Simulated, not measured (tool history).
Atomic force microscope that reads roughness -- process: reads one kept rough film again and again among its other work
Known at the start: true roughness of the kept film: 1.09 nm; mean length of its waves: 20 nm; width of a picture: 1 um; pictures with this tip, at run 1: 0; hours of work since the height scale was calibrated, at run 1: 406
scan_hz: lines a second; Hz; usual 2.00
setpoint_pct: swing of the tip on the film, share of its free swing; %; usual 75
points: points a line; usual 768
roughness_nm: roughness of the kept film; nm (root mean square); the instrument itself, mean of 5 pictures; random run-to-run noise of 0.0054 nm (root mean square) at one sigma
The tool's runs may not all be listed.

| run | hour | scan_hz | setpoint_pct | points | pictures with this tip | hours of work since the height scale was calibrated | roughness_nm |
|---|---|---|---|---|---|---|---|
| 1 | 0.0 | 2.00 | 75 | 768 | 0 | 406 | 0.903 |
| 2 | 31.1 | 2.00 | 75 | 497 | 56 | 423 | 0.842 |
|  | 55.1 | new tip fitted |
| 3 | 68.8 | 2.00 | 75 | 497 | 24 | 444 | 0.871 |
|  | 111.5 | new tip fitted |
| 4 | 115.1 | 2.00 | 75 | 497 | 6 | 469 | 0.888 |
|  | 165.5 | new tip fitted |
| 5 | 170.3 | 2.00 | 75 | 497 | 9 | 499 | 0.887 |
| 6 | 197.9 | 2.00 | 75 | 497 | 58 | 514 | 0.837 |
|  | 218.9 | new tip fitted |
| 7 | 242.5 | 2.00 | 75 | 768 | 42 | 538 | 0.846 |
|  | 273.0 | new tip fitted |
| 8 | 288.5 | 2.00 | 87 | 768 | 27 | 563 | 0.807 |
|  | 329.0 | new tip fitted |
| 9 | 349.4 | 2.00 | 87 | 768 | 36 | 596 | 0.795 |
|  | 385.2 | new tip fitted |
| 10 | 391.7 | 2.00 | 87 | 768 | 11 | 619 | 0.816 |
| 11 | 432.2 | 2.00 | 87 | 768 | 83 | 642 | 0.747 |
|  | 438.8 | new tip fitted |
|  | 492.2 | new tip fitted |
| 12 | 492.2 | 2.00 | 87 | 768 | 0 | 674 | 0.814 |
| 13 | 532.3 | 2.00 | 87 | 768 | 71 | 696 | 0.770 |
|  | 546.2 | new tip fitted |
| 14 | 568.5 | 2.00 | 75 | 768 | 40 | 715 | 0.860 |
|  | 600.6 | new tip fitted |
| 15 | 606.2 | 2.00 | 75 | 768 | 10 | 736 | 0.885 |
|  | 612.2 | height scale calibrated on a step standard |
|  | 655.8 | new tip fitted |
| 16 | 655.8 | 2.00 | 75 | 768 | 0 | 24 | 0.922 |
|  | 710.1 | new tip fitted |
| 17 | 710.1 | 2.00 | 87 | 768 | 0 | 53 | 0.833 |
|  | 753.3 | height scale calibrated on a step standard, once more |
| 18 | 760.9 | 0.53 | 65 | 268 | 88 | 4 | 0.883 |
|  | 768.0 | new tip fitted |
| 19 | 814.0 | 3.91 | 75 | 560 | 82 | 33 | 0.735 |
|  | 824.4 | new tip fitted |
| 20 | 859.5 | 3.91 | 75 | 560 | 62 | 58 | 0.755 |
|  | 880.1 | new tip fitted |
| 21 | 907.6 | 1.14 | 64 | 560 | 49 | 84 | 0.928 |
|  | 934.9 | new tip fitted |
| 22 | 951.5 | 2.00 | 56 | 463 | 30 | 108 | 0.932 |
|  | 990.2 | new tip fitted |
| 23 | 998.6 | 0.52 | 75 | 768 | 15 | 133 | 0.954 |
| 24 | 1040.7 | 2.00 | 75 | 571 | 89 | 156 | 0.805 |
|  | 1043.8 | new tip fitted |
| 25 | 1092.9 | 0.56 | 75 | 478 | 87 | 185 | 0.890 |
|  | 1101.8 | new tip fitted |
| 26 | 1126.3 | 0.56 | 75 | 478 | 44 | 203 | 0.941 |
| 27 | 1151.3 | 0.56 | 75 | 703 | 88 | 216 | 0.883 |
|  | 1155.0 | new tip fitted |
| 28 | 1194.2 | 0.95 | 75 | 768 | 69 | 240 | 0.878 |
|  | 1211.7 | new tip fitted |
| 29 | 1232.9 | 2.81 | 82 | 294 | 38 | 261 | 0.755 |
|  | 1264.9 | new tip fitted |
| 30 | 1284.8 | 2.81 | 82 | 412 | 35 | 289 | 0.771 |
|  | 1322.4 | new tip fitted |
| 31 | 1323.1 | 3.37 | 82 | 274 | 1 | 310 | 0.755 |
| 32 | 1369.6 | 3.29 | 58 | 363 | 84 | 335 | 0.854 |
|  | 1378.8 | new tip fitted |
| 33 | 1422.7 | 1.09 | 66 | 559 | 78 | 364 | 0.899 |

Alternative continuations, all from the tool just after run 33; predict every row:
|  | 1432.5 | new tip fitted |
| A | 1480.4 | 1.60 | 66 | 671 | 85 | 395 | ? |
|  | 1432.5 | new tip fitted |
| B | 1480.4 | 2.00 | 75 | 630 | 85 | 395 | ? |
|  | 1432.5 | new tip fitted |
| C | 1480.4 | 2.00 | 66 | 642 | 85 | 395 | ? |
|  | 1432.5 | new tip fitted |
| D | 1480.4 | 1.29 | 69 | 559 | 85 | 395 | ? |
|  | 1432.5 | new tip fitted |
| E | 1480.4 | 1.44 | 75 | 291 | 85 | 395 | ? |

| run | roughness_nm |
|---|---|
| A | 0.884 |
| B | 0.831 |
| C | 0.868 |
| D | 0.872 |
| E | 0.836 |
Had the tool no hidden state, the same runs would have come out as:
| run | roughness_nm |
|---|---|
| A | 0.954 |
| B | 0.897 |
| C | 0.936 |
| D | 0.941 |
| E | 0.902 |

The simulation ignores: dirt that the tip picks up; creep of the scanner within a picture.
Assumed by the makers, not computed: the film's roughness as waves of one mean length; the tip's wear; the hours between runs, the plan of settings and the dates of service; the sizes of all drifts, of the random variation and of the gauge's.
